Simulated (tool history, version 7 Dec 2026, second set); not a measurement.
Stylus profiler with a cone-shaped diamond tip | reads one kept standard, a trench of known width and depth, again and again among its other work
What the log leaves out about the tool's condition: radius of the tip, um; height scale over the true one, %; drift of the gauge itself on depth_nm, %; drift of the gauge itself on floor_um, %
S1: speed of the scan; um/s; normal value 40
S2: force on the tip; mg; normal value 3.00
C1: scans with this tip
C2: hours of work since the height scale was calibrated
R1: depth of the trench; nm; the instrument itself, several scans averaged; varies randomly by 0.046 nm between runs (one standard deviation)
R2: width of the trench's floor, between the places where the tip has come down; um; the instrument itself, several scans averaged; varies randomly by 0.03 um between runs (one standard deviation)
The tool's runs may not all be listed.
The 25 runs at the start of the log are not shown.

run,hour,S1,S2,C1,C2,R1,R2
26,1530.2,100,3.00,1883,188,203.74,17.70
27,1566.4,31,3.00,2140,214,203.76,17.93
28,1628.6,31,3.00,2583,258,203.78,17.94
29,1690.6,13,3.00,3023,302,203.71,18.04
30,1732.0,19,6.75,3318,332,206.55,17.98
31,1785.8,19,6.75,3700,370,206.50,17.99
32,1834.9,19,6.75,4049,405,206.50,17.96
33,1890.3,46,1.83,4443,444,202.58,17.78
34,1966.2,22,1.83,4983,498,202.56,17.86
35,2006.5,61,3.00,5269,527,203.78,17.64
36,2070.7,61,3.00,5726,572,203.65,17.69
37,2129.9,40,7.80,6147,614,207.10,17.79
38,2201.3,126,3.55,6654,665,204.14,17.38
39,2280.5,126,3.55,7218,721,204.06,17.28
40,2353.5,26,2.69,7736,773,203.37,17.72
41,2423.4,29,2.11,8233,823,202.76,17.67
42,2496.0,29,2.11,8750,875,202.71,17.58
43,2574.8,34,2.52,9310,931,203.03,17.57
44,2639.2,34,2.52,9768,976,203.09,17.59
45,2720.0,34,2.52,10343,1034,203.10,17.51

Each row is a separate what-if for the run after 45, all from the same tool condition, not one after another. Results?
A,2799.8,135,1.90,10910,1090,?,?
B,2799.8,33,2.52,10910,1090,?,?
C,2799.8,41,2.52,10910,1090,?,?
D,2799.8,56,2.52,10910,1090,?,?

run,R1,R2
A,202.56,16.88
B,203.07,17.57
C,203.05,17.44
D,203.12,17.39
With the hidden condition removed and each run's random variation left untouched, the same runs would have given:
run,R1,R2
A,202.95,17.45
B,203.46,18.14
C,203.44,18.01
D,203.50,17.96
